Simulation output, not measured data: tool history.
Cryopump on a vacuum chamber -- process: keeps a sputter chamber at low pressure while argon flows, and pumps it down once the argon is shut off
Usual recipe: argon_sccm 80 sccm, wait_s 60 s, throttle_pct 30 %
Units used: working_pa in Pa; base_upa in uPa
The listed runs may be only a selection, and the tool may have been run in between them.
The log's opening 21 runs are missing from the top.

run	hour	argon_sccm	wait_s	throttle_pct	working_pa	base_upa
22	930.5	101	37	46	0.3791	3.57
23	965	120	91	18	1.0258	2.39
# hour 988.1: pump warmed up, emptied and cooled again
24	1032.3	120	91	18	0.9565	1.99
# hour 1044.3: leaking fittings of the chamber tightened, without venting
25	1064.5	80	60	30	0.3849	1.57
26	1127.5	80	60	30	0.3839	1.59
27	1181.7	65	184	20	0.4696	0.74
28	1218.1	65	184	20	0.4694	0.77
29	1276.3	112	66	41	0.4059	1.6
30	1306	112	21	42	0.3974	4.11
31	1354	112	21	42	0.3975	4.05

Forecast each of these 4 alternatives for the next run:
A	1405.7	109	78	40	?	?
B	1405.7	89	44	30	?	?
C	1405.7	112	110	42	?	?
D	1405.7	65	168	36	?	?

run	working_pa	base_upa
A	0.4094	1.45
B	0.4422	2.14
C	0.4011	1.19
D	0.2689	0.95
What these runs would have given with no unlogged condition in the tool:
run	working_pa	base_upa
A	0.3877	1.22
B	0.4243	1.92
C	0.3787	0.97
D	0.256	0.72
